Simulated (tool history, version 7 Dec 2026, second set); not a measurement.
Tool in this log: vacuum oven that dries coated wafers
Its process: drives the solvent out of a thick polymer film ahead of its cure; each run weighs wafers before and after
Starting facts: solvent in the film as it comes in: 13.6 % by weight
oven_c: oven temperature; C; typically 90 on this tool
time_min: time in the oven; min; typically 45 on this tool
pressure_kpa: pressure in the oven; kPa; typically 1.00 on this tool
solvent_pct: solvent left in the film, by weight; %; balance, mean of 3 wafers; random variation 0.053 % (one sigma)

| run | hour | oven_c | time_min | pressure_kpa | solvent_pct |
|---|---|---|---|---|---|
| 1 | 0.0 | 90 | 45 | 1.00 | 1.68 |
| 2 | 10.1 | 90 | 45 | 1.00 | 1.64 |
| 3 | 22.8 | 90 | 41 | 1.00 | 1.84 |
| 4 | 30.6 | 90 | 41 | 1.00 | 1.94 |
| 5 | 40.9 | 90 | 41 | 1.00 | 1.96 |
| 6 | 49.3 | 95 | 45 | 1.00 | 1.07 |
| 7 | 58.4 | 95 | 45 | 1.00 | 1.23 |
| 8 | 67.3 | 95 | 45 | 1.00 | 1.18 |
| 9 | 80.3 | 90 | 45 | 2.10 | 3.05 |
| 10 | 93.3 | 90 | 45 | 2.10 | 3.06 |
| 11 | 103.9 | 90 | 45 | 2.10 | 3.02 |
| 12 | 112.7 | 90 | 45 | 1.00 | 1.75 |
| 13 | 123.3 | 90 | 45 | 1.00 | 1.75 |
| 14 | 132.2 | 90 | 45 | 0.95 | 1.63 |
| 15 | 140.0 | 90 | 45 | 1.00 | 1.70 |
|  | 142.5 | vacuum gauge cleaned of residue and calibrated |
| 16 | 151.4 | 90 | 45 | 1.00 | 1.79 |
| 17 | 162.2 | 90 | 33 | 1.00 | 2.25 |
| 18 | 174.1 | 90 | 31 | 2.25 | 3.94 |
| 19 | 183.0 | 104 | 31 | 3.06 | 2.25 |
| 20 | 194.5 | 104 | 31 | 3.06 | 2.22 |

Run 21, settings as shown, results not yet in. Your forecast:
| 21 | 204.3 | 84 | 45 | 1.00 | ? |

{"run 21": {"solvent_pct": 2.92}}
On a tool with no hidden condition, and with the same random variation, this run would have come out at solvent_pct 2.91 %.
